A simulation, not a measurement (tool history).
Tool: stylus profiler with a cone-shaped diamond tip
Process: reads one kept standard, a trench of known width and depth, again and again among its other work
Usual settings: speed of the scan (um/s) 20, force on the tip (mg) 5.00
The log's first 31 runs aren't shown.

| run | hour | speed of the scan (um/s) | force on the tip (mg) | scans with this tip | hours of work since the height scale was calibrated | depth of the trench (nm) | width of the trench's floor (nm) |
|---|---|---|---|---|---|---|---|
| 32 | 1093.9 | 29 | 6.86 | 5050 | 203 | 103.09 | 47260 |
| 33 | 1119.8 | 29 | 6.86 | 5206 | 218 | 103.14 | 47250 |
| 34 | 1166.0 | 29 | 6.86 | 5483 | 244 | 103.21 | 47220 |
| 35 | 1191.3 | 17 | 12.96 | 5634 | 258 | 104.84 | 47190 |
| 36 | 1218.7 | 17 | 12.96 | 5798 | 274 | 104.76 | 47220 |
| 37 | 1246.2 | 20 | 5.52 | 5963 | 289 | 102.67 | 47130 |
| 38 | 1290.8 | 26 | 6.09 | 6230 | 314 | 102.95 | 47130 |
| 39 | 1343.6 | 24 | 2.13 | 6547 | 344 | 101.60 | 47050 |
| 40 | 1367.6 | 21 | 6.28 | 6690 | 358 | 102.96 | 47080 |
| 41 | 1394.7 | 31 | 9.23 | 6853 | 373 | 103.88 | 47030 |
| 42 | 1440.5 | 43 | 2.60 | 7127 | 399 | 101.75 | 46960 |
| 43 | 1478.9 | 20 | 5.31 | 7357 | 421 | 102.69 | 47050 |
| 44 | 1528.8 | 6 | 3.31 | 7656 | 449 | 102.01 | 46960 |

Forecast each of these 4 alternatives for the next run:
| A | 1556.1 | 16 | 3.13 | 7819 | 464 | ? | ? |
| B | 1556.1 | 6 | 11.57 | 7819 | 464 | ? | ? |
| C | 1556.1 | 29 | 5.00 | 7819 | 464 | ? | ? |
| D | 1556.1 | 20 | 3.38 | 7819 | 464 | ? | ? |

| run | depth of the trench (nm) | width of the trench's floor (nm) |
|---|---|---|
| A | 101.98 | 46960 |
| B | 104.46 | 46950 |
| C | 102.56 | 46870 |
| D | 102.04 | 46880 |
Without the tool's hidden state the same runs would have given:
| run | depth of the trench (nm) | width of the trench's floor (nm) |
|---|---|---|
| A | 101.81 | 48010 |
| B | 104.29 | 48000 |
| C | 102.40 | 47930 |
| D | 101.87 | 47940 |

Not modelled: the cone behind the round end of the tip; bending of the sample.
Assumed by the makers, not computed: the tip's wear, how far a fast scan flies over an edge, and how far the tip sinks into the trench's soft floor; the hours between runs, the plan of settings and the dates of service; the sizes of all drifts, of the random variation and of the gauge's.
